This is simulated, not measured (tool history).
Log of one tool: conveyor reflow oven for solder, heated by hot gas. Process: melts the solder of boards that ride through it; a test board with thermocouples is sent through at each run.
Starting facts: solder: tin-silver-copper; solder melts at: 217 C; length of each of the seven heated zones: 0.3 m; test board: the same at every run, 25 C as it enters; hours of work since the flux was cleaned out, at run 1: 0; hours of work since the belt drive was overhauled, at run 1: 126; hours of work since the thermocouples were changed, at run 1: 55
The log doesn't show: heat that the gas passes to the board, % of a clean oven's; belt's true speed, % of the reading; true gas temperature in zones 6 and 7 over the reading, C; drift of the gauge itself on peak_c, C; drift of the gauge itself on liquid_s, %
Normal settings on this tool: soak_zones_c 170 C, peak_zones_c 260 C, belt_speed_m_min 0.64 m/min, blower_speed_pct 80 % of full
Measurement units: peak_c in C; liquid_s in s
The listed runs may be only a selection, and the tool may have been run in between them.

| run | hour | soak_zones_c | peak_zones_c | belt_speed_m_min | blower_speed_pct | hours of work since the flux was cleaned out | hours of work since the belt drive was overhauled | hours of work since the thermocouples were changed | peak_c | liquid_s |
|---|---|---|---|---|---|---|---|---|---|---|
| 1 | 0 | 170 | 260 | 0.64 | 80 | 0 | 126 | 55 | 241.4 | 33.1 |
| 2 | 77.3 | 170 | 260 | 0.64 | 80 | 32 | 158 | 87 | 240.8 | 33.5 |
| 3 | 151.7 | 170 | 260 | 0.64 | 80 | 62 | 189 | 117 | 240.7 | 33.1 |
| 4 | 218.2 | 170 | 260 | 0.64 | 80 | 90 | 216 | 144 | 240.4 | 32.2 |
| 5 | 261.4 | 170 | 260 | 0.64 | 80 | 107 | 234 | 162 | 240.5 | 32.1 |
| 6 | 330 | 170 | 260 | 0.64 | 80 | 135 | 262 | 190 | 239.9 | 31.9 |
| 7 | 364.1 | 170 | 260 | 0.64 | 80 | 149 | 276 | 204 | 239.7 | 32.7 |
| 8 | 434.6 | 170 | 260 | 0.64 | 80 | 178 | 305 | 233 | 239.5 | 31 |
| 9 | 517.5 | 170 | 260 | 0.64 | 80 | 212 | 339 | 267 | 238.6 | 31.5 |
| 10 | 585.9 | 170 | 260 | 0.64 | 80 | 240 | 367 | 295 | 239 | 31.1 |
| 11 | 640 | 170 | 260 | 0.64 | 80 | 263 | 389 | 317 | 238.3 | 30.7 |
| 12 | 716.6 | 170 | 260 | 0.64 | 80 | 294 | 420 | 349 | 238.4 | 30.7 |
| 13 | 775.7 | 170 | 259 | 0.64 | 80 | 318 | 445 | 373 | 237 | 29.3 |
| 14 | 825.5 | 170 | 260 | 0.64 | 80 | 339 | 465 | 394 | 237.6 | 29.6 |
| 15 | 900.3 | 170 | 260 | 0.64 | 80 | 369 | 496 | 424 | 237.4 | 29.2 |
| 16 | 937.1 | 170 | 260 | 0.64 | 80 | 385 | 511 | 439 | 237.1 | 29.1 |
| 17 | 1011.7 | 170 | 255 | 0.64 | 58 | 415 | 542 | 470 | 227.9 | 18.7 |
| 18 | 1055.9 | 170 | 255 | 0.638 | 68 | 433 | 560 | 488 | 230.5 | 22.1 |
| 19 | 1092.5 | 156 | 264 | 0.717 | 54 | 448 | 575 | 503 | 222.7 | 7.6 |
| 20 | 1154.4 | 156 | 264 | 0.717 | 54 | 474 | 600 | 528 | 222.2 | 7.1 |
|  | 1177.6 | flux residue cleaned out of gas plates and filters |
| 21 | 1210.1 | 178 | 271 | 0.717 | 58 | 13 | 621 | 549 | 233.4 | 21.7 |
| 22 | 1247.2 | 176 | 260 | 0.64 | 83 | 29 | 636 | 564 | 235.1 | 28 |
| 23 | 1286.4 | 176 | 260 | 0.64 | 83 | 45 | 652 | 581 | 235.5 | 27.7 |
| 24 | 1368.1 | 185 | 260 | 0.64 | 89 | 78 | 686 | 614 | 238.1 | 33.8 |
| 25 | 1416.6 | 166 | 254 | 0.64 | 84 | 98 | 706 | 634 | 227 | 16.4 |
| 26 | 1472.5 | 170 | 264 | 0.536 | 80 | 121 | 729 | 657 | 242.9 | 40.5 |
| 27 | 1551.2 | 170 | 264 | 0.536 | 80 | 153 | 761 | 689 | 241.8 | 40.2 |
|  | 1580.9 | flux residue cleaned out of gas plates and filters, once more |
| 28 | 1630.1 | 170 | 264 | 0.536 | 80 | 20 | 791 | 720 | 251.5 | 49.9 |
| 29 | 1668 | 170 | 264 | 0.536 | 80 | 36 | 807 | 735 | 251.7 | 50.1 |
| 30 | 1730 | 170 | 265 | 0.64 | 65 | 61 | 832 | 761 | 242.6 | 33.7 |

Consider 4 possible next runs. They are alternatives, not a sequence: every one starts from the tool as it was left by run 30. What does each give?
| A | 1772.3 | 179 | 265 | 0.64 | 82 | 79 | 850 | 778 | ? | ? |
| B | 1772.3 | 173 | 265 | 0.748 | 65 | 79 | 850 | 778 | ? | ? |
| C | 1772.3 | 170 | 249 | 0.64 | 65 | 79 | 850 | 778 | ? | ? |
| D | 1772.3 | 170 | 249 | 0.695 | 68 | 79 | 850 | 778 | ? | ? |

| run | peak_c | liquid_s |
|---|---|---|
| A | 248.2 | 40.9 |
| B | 236.3 | 23.7 |
| C | 230 | 22.1 |
| D | 227.8 | 16.9 |
With no hidden state in the tool, these same runs would have given:
| run | peak_c | liquid_s |
|---|---|---|
| A | 247.4 | 39.9 |
| B | 235.7 | 22.9 |
| C | 229.2 | 20.9 |
| D | 227.1 | 15.9 |
